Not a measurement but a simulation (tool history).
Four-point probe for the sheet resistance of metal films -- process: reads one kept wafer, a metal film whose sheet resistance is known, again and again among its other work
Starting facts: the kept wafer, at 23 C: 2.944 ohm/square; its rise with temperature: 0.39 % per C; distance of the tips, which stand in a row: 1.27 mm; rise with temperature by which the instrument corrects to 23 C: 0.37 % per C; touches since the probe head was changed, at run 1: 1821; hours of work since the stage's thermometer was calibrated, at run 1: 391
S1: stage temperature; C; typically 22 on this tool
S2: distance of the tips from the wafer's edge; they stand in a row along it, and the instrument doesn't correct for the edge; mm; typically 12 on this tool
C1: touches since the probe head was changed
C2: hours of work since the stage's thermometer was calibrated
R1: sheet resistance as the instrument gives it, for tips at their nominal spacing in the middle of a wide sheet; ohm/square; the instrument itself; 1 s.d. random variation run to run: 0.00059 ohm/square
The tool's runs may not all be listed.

Run 1, hour 0: usual settings; C1 1821; C2 391. Result: R1 2.951577 ohm/square.
Run 2, hour 26.9: usual settings but S1 20 C; C1 2218; C2 407. Result: R1 2.950598 ohm/square.
Run 3, hour 56: usual settings but S1 20 C; C1 2647; C2 425. Result: R1 2.950981 ohm/square.
Run 4, hour 77.9: usual settings but S1 20 C; C1 2970; C2 437. Result: R1 2.951312 ohm/square.
Run 5, hour 106.1: usual settings but S1 20 C; C1 3384; C2 454. Result: R1 2.950888 ohm/square.
Run 6, hour 135.2: usual settings but S1 20 C; C1 3814; C2 471. Result: R1 2.951307 ohm/square.
Run 7, hour 152.1: usual settings but S1 20 C; C1 4063; C2 481. Result: R1 2.950227 ohm/square.
Run 8, hour 185.1: usual settings; C1 4550; C2 501. Result: R1 2.951772 ohm/square.
Run 9, hour 221.5: usual settings; C1 5087; C2 522. Result: R1 2.951201 ohm/square.
Run 10, hour 240.8: usual settings; C1 5371; C2 534. Result: R1 2.951295 ohm/square.
Run 11, hour 261.5: usual settings; C1 5676; C2 546. Result: R1 2.951926 ohm/square.
Run 12, hour 285.9: usual settings; C1 6036; C2 560. Result: R1 2.951322 ohm/square.
Run 13, hour 304.2: usual settings; C1 6305; C2 571. Result: R1 2.95062 ohm/square.
Run 14, hour 325.9: usual settings; C1 6625; C2 584. Result: R1 2.951786 ohm/square.
Run 15, hour 356.8: usual settings but S2 4 mm; C1 7082; C2 602. Result: R1 3.085949 ohm/square.
Run 16, hour 388.8: usual settings but S2 4 mm; C1 7553; C2 621. Result: R1 3.085272 ohm/square.
Run 17, hour 418.7: usual settings but S2 6 mm; C1 7993; C2 639. Result: R1 3.003288 ohm/square.
Run 18, hour 437.7: usual settings but S2 6 mm; C1 8275; C2 650. Result: R1 3.002894 ohm/square.
Run 19, hour 462: usual settings but S2 6 mm; C1 8632; C2 664. Result: R1 3.004247 ohm/square.
Run 20, hour 490.1: usual settings but S2 6 mm; C1 9047; C2 681. Result: R1 3.003753 ohm/square.
Run 21, hour 516.5: usual settings but S1 34 C, S2 6 mm; C1 9436; C2 696. Result: R1 3.008467 ohm/square.
Run 22, hour 542.1: usual settings but S1 29 C, S2 9 mm; C1 9814; C2 711. Result: R1 2.969186 ohm/square.
At hour 544.3: stage's thermometer calibrated.
Run 23, hour 566.2: usual settings but S1 29 C, S2 9 mm; C1 10162; C2 13. Result: R1 2.967683 ohm/square.
Run 24, hour 596.5: usual settings but S1 29 C, S2 9 mm; C1 10608; C2 31. Result: R1 2.969983 ohm/square.
Run 25, hour 628.7: usual settings but S1 25 C; C1 11083; C2 50. Result: R1 2.954014 ohm/square.
Run 26, hour 646.4: usual settings but S1 18 C, S2 11 mm; C1 11344; C2 60. Result: R1 2.954111 ohm/square.
Run 27, hour 666.7: usual settings but S1 18 C, S2 11 mm; C1 11643; C2 72. Result: R1 2.95353 ohm/square.
Run 28, hour 684.6: usual settings but S1 18 C, S2 11 mm; C1 11907; C2 83. Result: R1 2.95379 ohm/square.
Run 29, hour 718.1: usual settings but S1 18 C, S2 11 mm; C1 12402; C2 103. Result: R1 2.954247 ohm/square.
At hour 730.7: stage's thermometer calibrated, once more.
Run 30, hour 747.9: usual settings but S1 20 C, S2 15 mm; C1 12834; C2 10. Result: R1 2.942813 ohm/square.
Run 31, hour 779.1: usual settings but S1 19 C, S2 29 mm; C1 13293; C2 29. Result: R1 2.933815 ohm/square.
Run 32, hour 812.6: usual settings but S1 25 C, S2 34 mm; C1 13787; C2 48. Result: R1 2.936276 ohm/square.
Run 33, hour 843.6: usual settings but S1 25 C, S2 34 mm; C1 14244; C2 67. Result: R1 2.93544 ohm/square.
Run 34, hour 879.2: usual settings but S1 25 C, S2 34 mm; C1 14769; C2 88. Result: R1 2.936852 ohm/square.
Run 35, hour 907.7: usual settings but S1 25 C, S2 34 mm; C1 15189; C2 104. Result: R1 2.935415 ohm/square.
Run 36, hour 933.2: usual settings but S1 25 C, S2 6 mm; C1 15565; C2 120. Result: R1 3.002573 ohm/square.
Run 37, hour 961: usual settings but S1 25 C, S2 6 mm; C1 15975; C2 136. Result: R1 3.003397 ohm/square.
Run 38, hour 978: usual settings but S1 26 C, S2 7 mm; C1 16226; C2 146. Result: R1 2.98563 ohm/square.
Run 39, hour 993.3: usual settings but S1 26 C, S2 7 mm; C1 16451; C2 155. Result: R1 2.985735 ohm/square.
Run 40, hour 1023.2: usual settings but S1 27 C, S2 3 mm; C1 16892; C2 173. Result: R1 3.191588 ohm/square.
Run 41, hour 1045.2: usual settings but S1 27 C, S2 3 mm; C1 17217; C2 186. Result: R1 3.190574 ohm/square.

What if the next run were any one of these 5? Each begins from the tool's condition after run 41:
Run A, hour 1072.9: usual settings but S1 35 C, S2 7 mm; C1 17624; C2 202. Result: R1 ?.
Run B, hour 1072.9: usual settings but S1 32 C, S2 3 mm; C1 17624; C2 202. Result: R1 ?.
Run C, hour 1072.9: usual settings but S1 24 C, S2 7 mm; C1 17624; C2 202. Result: R1 ?.
Run D, hour 1072.9: usual settings but S1 18 C, S2 57 mm; C1 17624; C2 202. Result: R1 ?.
Run E, hour 1072.9: usual settings but S1 23 C, S2 14 mm; C1 17624; C2 202. Result: R1 ?.

run        R1
  A  2.989376
  B    3.1942
  C   2.98486
  D  2.931386
  E  2.945888
With no hidden state in the tool, these same runs would have given:
run        R1
  A   3.00045
  B   3.20594
  C  2.995867
  D  2.942183
  E  2.956759
